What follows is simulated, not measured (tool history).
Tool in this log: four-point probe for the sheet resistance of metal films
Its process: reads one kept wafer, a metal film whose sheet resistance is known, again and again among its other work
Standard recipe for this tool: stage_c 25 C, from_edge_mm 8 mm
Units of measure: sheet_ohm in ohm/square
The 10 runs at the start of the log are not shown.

run	hour	stage_c	from_edge_mm	touches since the probe head was changed	hours of work since the stage's thermometer was calibrated	sheet_ohm
11	114.9	25	18	20219	2070	12.243868
12	127.8	25	18	20562	2079	12.246999
13	141.1	25	18	20912	2087	12.249229
14	157.4	25	5	21345	2098	12.310976
15	168.8	25	5	21646	2106	12.310087
16	184.1	25	9	22054	2116	12.264683
17	194.7	25	9	22333	2123	12.262418
18	204.4	25	9	22590	2129	12.262796
19	220.2	25	9	23009	2140	12.267104
20	231.6	25	9	23312	2147	12.268290
21	246.8	21	46	23714	2158	12.206174
22	257.9	21	46	24007	2165	12.206181
23	266.8	28	7	24245	2171	12.310535

Run 24 is up next; what results do you expect?
24	274.2	22	7	24440	2176	?

{"run 24": {"sheet_ohm": 12.250293}}
Take away the tool's hidden state, keep the run-to-run variation as it was, and the same run would have given sheet_ohm 12.144960 ohm/square.
